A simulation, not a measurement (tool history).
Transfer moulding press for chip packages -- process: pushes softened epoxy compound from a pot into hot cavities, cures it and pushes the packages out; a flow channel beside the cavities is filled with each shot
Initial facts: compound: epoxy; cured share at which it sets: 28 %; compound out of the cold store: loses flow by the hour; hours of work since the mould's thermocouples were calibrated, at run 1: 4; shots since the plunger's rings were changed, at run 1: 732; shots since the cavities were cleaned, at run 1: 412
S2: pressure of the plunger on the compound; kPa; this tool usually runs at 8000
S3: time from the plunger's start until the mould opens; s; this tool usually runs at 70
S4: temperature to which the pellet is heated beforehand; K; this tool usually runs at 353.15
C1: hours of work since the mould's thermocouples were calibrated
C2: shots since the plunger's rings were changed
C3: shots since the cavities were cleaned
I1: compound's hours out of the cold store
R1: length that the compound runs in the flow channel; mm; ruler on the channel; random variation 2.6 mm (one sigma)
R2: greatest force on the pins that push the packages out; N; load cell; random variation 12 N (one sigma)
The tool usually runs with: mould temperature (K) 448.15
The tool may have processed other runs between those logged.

{"run": 1, "hour": 0.0, "mould temperature (K)": 448.15, "S2": 8000, "S3": 70, "S4": 353.15, "C1": 4, "C2": 732, "C3": 412, "I1": 15.4, "R1": 676, "R2": 837}
{"hour": 26.8, "done": "cavities cleaned with cleaning compound and waxed"}
{"run": 2, "hour": 66.6, "mould temperature (K)": 441.15, "S2": 8000, "S3": 70, "S4": 353.15, "C1": 34, "C2": 1404, "C3": 411, "I1": 41.1, "R1": 570, "R2": 1151}
{"hour": 93.1, "done": "cavities cleaned with cleaning compound and waxed"}
{"run": 3, "hour": 129.6, "mould temperature (K)": 441.15, "S2": 8000, "S3": 70, "S4": 353.15, "C1": 62, "C2": 2039, "C3": 377, "I1": 26.8, "R1": 629, "R2": 1213}
{"hour": 158.5, "done": "cavities cleaned with cleaning compound and waxed"}
{"run": 4, "hour": 192.6, "mould temperature (K)": 441.15, "S2": 8000, "S3": 70, "S4": 353.15, "C1": 90, "C2": 2674, "C3": 352, "I1": 25.5, "R1": 637, "R2": 1243}
{"hour": 224.2, "done": "cavities cleaned with cleaning compound and waxed"}
{"run": 5, "hour": 228.9, "mould temperature (K)": 441.15, "S2": 8000, "S3": 70, "S4": 353.15, "C1": 106, "C2": 3033, "C3": 49, "I1": 30.4, "R1": 607, "R2": 939}
{"hour": 288.5, "done": "cavities cleaned with cleaning compound and waxed"}
{"hour": 298.3, "done": "plunger's sealing rings changed"}
{"run": 6, "hour": 310.1, "mould temperature (K)": 441.15, "S2": 8000, "S3": 70, "S4": 353.15, "C1": 142, "C2": 121, "C3": 197, "I1": 33.1, "R1": 610, "R2": 1072}
{"hour": 356.8, "done": "cavities cleaned with cleaning compound and waxed"}
{"run": 7, "hour": 363.6, "mould temperature (K)": 441.15, "S2": 8000, "S3": 70, "S4": 353.15, "C1": 166, "C2": 658, "C3": 70, "I1": 24.9, "R1": 646, "R2": 981}
{"run": 8, "hour": 395.7, "mould temperature (K)": 441.15, "S2": 8000, "S3": 70, "S4": 353.15, "C1": 181, "C2": 990, "C3": 402, "I1": 27.6, "R1": 632, "R2": 1250}
{"hour": 423.9, "done": "cavities cleaned with cleaning compound and waxed"}
{"run": 9, "hour": 450.6, "mould temperature (K)": 448.15, "S2": 8000, "S3": 61, "S4": 353.15, "C1": 205, "C2": 1541, "C3": 276, "I1": 18.7, "R1": 658, "R2": 1058}
{"hour": 487.9, "done": "cavities cleaned with cleaning compound and waxed"}
{"run": 10, "hour": 487.9, "mould temperature (K)": 450.15, "S2": 8000, "S3": 61, "S4": 353.15, "C1": 221, "C2": 1911, "C3": 0, "I1": 37.9, "R1": 561, "R2": 624}
{"run": 11, "hour": 540.2, "mould temperature (K)": 448.15, "S2": 8000, "S3": 70, "S4": 353.15, "C1": 245, "C2": 2450, "C3": 539, "I1": 12.7, "R1": 681, "R2": 883}
{"hour": 553.2, "done": "cavities cleaned with cleaning compound and waxed"}
{"run": 12, "hour": 591.9, "mould temperature (K)": 448.15, "S2": 8000, "S3": 70, "S4": 353.15, "C1": 269, "C2": 2968, "C3": 400, "I1": 25, "R1": 626, "R2": 832}
{"hour": 619.5, "done": "cavities cleaned with cleaning compound and waxed"}
{"run": 13, "hour": 633.6, "mould temperature (K)": 448.15, "S2": 8000, "S3": 70, "S4": 353.15, "C1": 287, "C2": 3383, "C3": 145, "I1": 21.1, "R1": 640, "R2": 689}
{"hour": 665.6, "done": "plunger's sealing rings changed"}
{"hour": 685.6, "done": "cavities cleaned with cleaning compound and waxed"}
{"run": 14, "hour": 713.6, "mould temperature (K)": 448.15, "S2": 6230, "S3": 70, "S4": 353.15, "C1": 322, "C2": 480, "C3": 289, "I1": 23, "R1": 565, "R2": 745}
{"hour": 749.3, "done": "cavities cleaned with cleaning compound and waxed"}
{"run": 15, "hour": 787.5, "mould temperature (K)": 448.15, "S2": 6230, "S3": 70, "S4": 353.15, "C1": 355, "C2": 1227, "C3": 394, "I1": 46.5, "R1": 472, "R2": 758}
{"hour": 816.3, "done": "cavities cleaned with cleaning compound and waxed"}
{"run": 16, "hour": 835.2, "mould temperature (K)": 448.15, "S2": 6230, "S3": 70, "S4": 353.15, "C1": 376, "C2": 1704, "C3": 195, "I1": 10.7, "R1": 608, "R2": 737}
{"hour": 882.3, "done": "cavities cleaned with cleaning compound and waxed"}
{"run": 17, "hour": 894.2, "mould temperature (K)": 451.15, "S2": 8000, "S3": 59, "S4": 353.15, "C1": 403, "C2": 2298, "C3": 123, "I1": 29.8, "R1": 593, "R2": 747}
{"hour": 948.2, "done": "cavities cleaned with cleaning compound and waxed"}
{"run": 18, "hour": 963.7, "mould temperature (K)": 451.15, "S2": 8000, "S3": 71, "S4": 358.15, "C1": 434, "C2": 3000, "C3": 160, "I1": 29.4, "R1": 591, "R2": 593}

What does the tool deliver on the next run?
{"run": 19, "hour": 1002.8, "mould temperature (K)": 451.15, "S2": 8000, "S3": 71, "S4": 358.15, "C1": 452, "C2": 3403, "C3": 563, "I1": 43.6, "R1": "?", "R2": "?"}

For run 19 the tool returned R1 531 mm, R2 700 N.
With no hidden state in the tool, this same run would have given R1 544 mm, R2 453 N.
